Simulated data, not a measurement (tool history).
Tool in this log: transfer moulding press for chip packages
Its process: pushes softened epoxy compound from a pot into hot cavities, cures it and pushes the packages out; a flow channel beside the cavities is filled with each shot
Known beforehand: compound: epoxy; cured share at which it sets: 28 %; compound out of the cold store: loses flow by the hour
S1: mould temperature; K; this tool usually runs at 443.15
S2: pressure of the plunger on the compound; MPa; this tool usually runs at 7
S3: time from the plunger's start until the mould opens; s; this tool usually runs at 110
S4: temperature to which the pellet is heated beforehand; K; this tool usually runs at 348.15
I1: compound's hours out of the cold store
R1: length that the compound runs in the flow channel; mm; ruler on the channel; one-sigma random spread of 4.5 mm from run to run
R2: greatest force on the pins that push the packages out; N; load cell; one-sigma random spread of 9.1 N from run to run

run   hour      S1    S2   S3      S4    I1   R1   R2
  1      0  443.15     7  110  348.15  18.9  923  412
      12.6  -- cavities cleaned with cleaning compound and waxed
  2   14.3  443.15     7  110  348.15  30.3  880  384
  3   23.5  443.15     7  110  348.15  31.9  875  402
  4   37.8  443.15     7  110  348.15  12.5  952  419
  5   49.3  443.15     7   91  348.15  47.5  808  550
  6   59.5  443.15     7   91  348.15    41  829  561
  7   72.3  443.15     7   91  348.15  39.3  845  576
      76.6  -- cavities cleaned with cleaning compound and waxed
  8   80.9  443.15     7   91  348.15  21.2  916  588
  9   92.2  443.15     7   91  348.15    42  837  559
 10  103.8  443.15     7  110  348.15  46.3  813  386
 11  115.9  443.15     7  110  348.15  45.5  829  395
 12  131.1  443.15     7  110  348.15    31  870  385
     140.8  -- cavities cleaned with cleaning compound and waxed
 13  142.8  443.15     7  110  348.15   8.3  974  432
 14    154  443.15     7  110  348.15  26.8  891  392
 15  163.3  443.15     7  110  348.15  26.9  897  385
 16  178.6  445.15  7.89  110  341.15  16.5  985  375
 17  191.7  441.15     7  117  348.15  12.4  958  413
       205  -- cavities cleaned with cleaning compound and waxed
 18  206.5  447.15  6.64  130  354.15  15.5  909  334
 19  219.7  438.15  5.49  110  353.15  20.5  823  530
 20  233.4  443.15     7  116  348.15  19.4  916  389
 21  244.7  442.15     7  110  348.15  10.4  963  438
 22  258.6  451.15   5.9  110  348.15  23.8  807  336
       269  -- cavities cleaned with cleaning compound and waxed
 23  273.7  451.15   5.9  110  348.15  33.3  773  345
 24  281.2  436.15  5.84  145  340.15  32.4  814  378
 25  292.3  443.15     7  121  348.15  46.2  813  351
 26    299  449.15   6.4  121  357.15  39.4  788  340
 27    312  449.15   6.4  121  346.15   8.8  907  355
 28  318.6  449.15   6.4  121  346.15    24  845  335
     334.1  -- cavities cleaned with cleaning compound and waxed
 29  334.4  440.15     7  105  348.15  10.3  975  547
 30  343.3  440.15     7  105  348.15  47.8  816  487

Here are 3 independent what-if runs from the current tool condition. What would each one return?
  A  358.7  440.15     7  110  342.15  18.5   ?   ?
  B  358.7  443.15  6.68  110  348.15  47.9   ?   ?
  C  358.7  436.15     7  110  348.15  26.8   ?   ?

run   R1   R2
  A  938  481
  B  790  391
  C  920  619
Take away the tool's hidden state, keep each run's random variation, and the runs would have read:
run   R1   R2
  A  939  476
  B  791  387
  C  920  612
